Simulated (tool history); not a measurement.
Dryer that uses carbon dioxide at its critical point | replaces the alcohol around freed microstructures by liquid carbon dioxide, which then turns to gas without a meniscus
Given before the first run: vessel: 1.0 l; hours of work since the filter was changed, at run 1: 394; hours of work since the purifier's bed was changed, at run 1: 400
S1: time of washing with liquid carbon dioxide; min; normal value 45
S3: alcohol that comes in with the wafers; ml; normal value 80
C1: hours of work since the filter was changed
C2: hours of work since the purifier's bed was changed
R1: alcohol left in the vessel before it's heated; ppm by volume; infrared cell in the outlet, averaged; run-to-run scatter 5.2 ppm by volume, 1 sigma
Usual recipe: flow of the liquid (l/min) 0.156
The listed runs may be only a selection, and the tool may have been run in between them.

{"run": 1, "hour": 0.0, "S1": 45, "flow of the liquid (l/min)": 0.156, "S3": 80, "C1": 394, "C2": 400, "R1": 269}
{"run": 2, "hour": 10.9, "S1": 45, "flow of the liquid (l/min)": 0.156, "S3": 80, "C1": 402, "C2": 407, "R1": 292}
{"run": 3, "hour": 28.1, "S1": 45, "flow of the liquid (l/min)": 0.156, "S3": 80, "C1": 413, "C2": 419, "R1": 286}
{"run": 4, "hour": 36.8, "S1": 45, "flow of the liquid (l/min)": 0.156, "S3": 80, "C1": 419, "C2": 424, "R1": 284}
{"run": 5, "hour": 53.9, "S1": 45, "flow of the liquid (l/min)": 0.156, "S3": 73, "C1": 431, "C2": 436, "R1": 285}
{"run": 6, "hour": 69.3, "S1": 45, "flow of the liquid (l/min)": 0.156, "S3": 80, "C1": 441, "C2": 446, "R1": 306}
{"run": 7, "hour": 80.3, "S1": 57, "flow of the liquid (l/min)": 0.156, "S3": 80, "C1": 448, "C2": 454, "R1": 133}
{"run": 8, "hour": 92.7, "S1": 45, "flow of the liquid (l/min)": 0.156, "S3": 80, "C1": 457, "C2": 462, "R1": 323}
{"run": 9, "hour": 102.2, "S1": 45, "flow of the liquid (l/min)": 0.156, "S3": 80, "C1": 463, "C2": 468, "R1": 325}
{"run": 10, "hour": 119.3, "S1": 45, "flow of the liquid (l/min)": 0.109, "S3": 80, "C1": 475, "C2": 480, "R1": 1489}
{"run": 11, "hour": 136.2, "S1": 45, "flow of the liquid (l/min)": 0.109, "S3": 57, "C1": 486, "C2": 491, "R1": 1130}
{"hour": 138.8, "done": "inlet filter changed"}
{"run": 12, "hour": 151.6, "S1": 45, "flow of the liquid (l/min)": 0.109, "S3": 57, "C1": 9, "C2": 501, "R1": 640}
{"run": 13, "hour": 169.4, "S1": 45, "flow of the liquid (l/min)": 0.109, "S3": 57, "C1": 21, "C2": 513, "R1": 640}
{"run": 14, "hour": 181.6, "S1": 45, "flow of the liquid (l/min)": 0.109, "S3": 57, "C1": 29, "C2": 521, "R1": 662}
{"run": 15, "hour": 198.4, "S1": 45, "flow of the liquid (l/min)": 0.109, "S3": 57, "C1": 40, "C2": 532, "R1": 643}
{"run": 16, "hour": 214.9, "S1": 45, "flow of the liquid (l/min)": 0.109, "S3": 57, "C1": 51, "C2": 543, "R1": 691}
{"run": 17, "hour": 227.8, "S1": 37, "flow of the liquid (l/min)": 0.156, "S3": 80, "C1": 60, "C2": 552, "R1": 452}
{"run": 18, "hour": 244.8, "S1": 45, "flow of the liquid (l/min)": 0.156, "S3": 80, "C1": 71, "C2": 564, "R1": 210}
{"run": 19, "hour": 257.2, "S1": 45, "flow of the liquid (l/min)": 0.156, "S3": 80, "C1": 80, "C2": 572, "R1": 234}
{"run": 20, "hour": 266.0, "S1": 45, "flow of the liquid (l/min)": 0.156, "S3": 80, "C1": 86, "C2": 578, "R1": 226}
{"run": 21, "hour": 279.9, "S1": 45, "flow of the liquid (l/min)": 0.156, "S3": 80, "C1": 95, "C2": 587, "R1": 228}
{"run": 22, "hour": 292.6, "S1": 60, "flow of the liquid (l/min)": 0.156, "S3": 44, "C1": 103, "C2": 596, "R1": 133}

Run 23 comes next. What will it give?
{"run": 23, "hour": 304.7, "S1": 59, "flow of the liquid (l/min)": 0.203, "S3": 91, "C1": 112, "C2": 604, "R1": "?"}

Logged for run 23: R1 131 ppm by volume.
With the hidden condition absent and the run-to-run variation left alone, this run would have shown R1 10 ppm by volume.
